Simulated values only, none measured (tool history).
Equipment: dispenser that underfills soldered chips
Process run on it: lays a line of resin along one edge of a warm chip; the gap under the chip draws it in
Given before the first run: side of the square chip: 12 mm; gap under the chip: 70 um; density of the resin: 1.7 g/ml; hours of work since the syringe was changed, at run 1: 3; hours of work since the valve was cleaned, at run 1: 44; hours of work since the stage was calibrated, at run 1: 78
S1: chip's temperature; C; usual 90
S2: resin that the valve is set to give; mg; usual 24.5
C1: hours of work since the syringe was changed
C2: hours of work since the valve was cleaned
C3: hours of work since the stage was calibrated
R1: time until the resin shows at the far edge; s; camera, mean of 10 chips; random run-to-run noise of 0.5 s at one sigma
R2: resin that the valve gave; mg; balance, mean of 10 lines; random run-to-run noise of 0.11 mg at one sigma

| run | day | S1 | S2 | C1 | C2 | C3 | R1 | R2 |
|---|---|---|---|---|---|---|---|---|
| 1 | 0 | 90 | 24.5 | 3 | 44 | 78 | 49.9 | 23.45 |
| 2 | 0.171 | 90 | 24.5 | 6 | 47 | 81 | 58.9 | 23.25 |
| 3 | 0.246 | 90 | 24.5 | 8 | 49 | 83 | 64.5 | 23.17 |
| 4 | 0.346 | 90 | 24.5 | 10 | 50 | 84 | 72 | 23.27 |
| 5 | 0.454 | 75 | 24.5 | 12 | 53 | 86 | 144.1 | 23.4 |
|  | 0.479 | new syringe of resin |
| 6 | 0.575 | 75 | 24.5 | 2 | 54 | 88 | 78.8 | 23.27 |
| 7 | 0.738 | 80 | 24.5 | 5 | 58 | 91 | 77.1 | 23.25 |
| 8 | 0.858 | 80 | 29.3 | 7 | 60 | 94 | 85.8 | 27.55 |
| 9 | 1.008 | 79 | 24.5 | 10 | 62 | 96 | 106.6 | 22.95 |
|  | 1.133 | new syringe of resin |
| 10 | 1.162 | 90 | 24.5 | 1 | 65 | 99 | 41 | 23.11 |
| 11 | 1.338 | 86 | 24.5 | 4 | 68 | 102 | 58.8 | 22.91 |
| 12 | 1.504 | 86 | 30.4 | 7 | 71 | 105 | 67 | 28.18 |
|  | 1.629 | dispensing valve cleaned and set on the balance |
| 13 | 1.725 | 86 | 30.4 | 10 | 2 | 109 | 82.2 | 30.27 |
|  | 1.829 | new syringe of resin |
| 14 | 1.921 | 76 | 24.5 | 2 | 5 | 112 | 73.1 | 24.39 |
| 15 | 2.021 | 76 | 24.5 | 3 | 7 | 114 | 79.2 | 24.22 |
| 16 | 2.112 | 90 | 24.2 | 5 | 9 | 115 | 52.5 | 23.7 |
| 17 | 2.296 | 97 | 23.3 | 9 | 12 | 119 | 51.2 | 23.02 |
| 18 | 2.438 | 90 | 21.9 | 11 | 15 | 121 | 76.9 | 21.55 |
|  | 2.492 | new syringe of resin |
| 19 | 2.571 | 76 | 26.6 | 1 | 17 | 124 | 72.4 | 26.05 |
| 20 | 2.754 | 80 | 24.9 | 5 | 20 | 127 | 76.8 | 24.46 |
| 21 | 2.888 | 82 | 26.3 | 7 | 23 | 129 | 82.7 | 25.53 |
| 22 | 2.967 | 87 | 28.9 | 9 | 24 | 131 | 74.4 | 28.12 |
| 23 | 3.079 | 87 | 28.9 | 11 | 26 | 133 | 85.1 | 28.2 |
|  | 3.15 | new syringe of resin |
| 24 | 3.179 | 101 | 31.6 | 1 | 28 | 135 | 26.3 | 30.53 |
| 25 | 3.304 | 101 | 31.6 | 3 | 30 | 137 | 30.3 | 30.42 |
| 26 | 3.429 | 101 | 31.6 | 5 | 32 | 139 | 35.1 | 30.46 |
| 27 | 3.529 | 76 | 21.6 | 7 | 34 | 141 | 106.8 | 20.71 |

Predict each of these 4 candidate next runs independently; none follows another, all start after run 27:
| A | 3.7 | 94 | 21.2 | 10 | 37 | 144 | ? | ? |
| B | 3.7 | 87 | 21.2 | 10 | 37 | 144 | ? | ? |
| C | 3.7 | 105 | 23.5 | 10 | 37 | 144 | ? | ? |
| D | 3.7 | 99 | 21.9 | 10 | 37 | 144 | ? | ? |

| run | R1 | R2 |
|---|---|---|
| A | 66.7 | 20.32 |
| B | 84 | 20.22 |
| C | 43.1 | 22.67 |
| D | 54.1 | 21.19 |
Without the tool's unlogged condition, the same runs would have read:
| run | R1 | R2 |
|---|---|---|
| A | 36.1 | 21.14 |
| B | 45.6 | 21.03 |
| C | 23.3 | 23.58 |
| D | 29 | 22.04 |
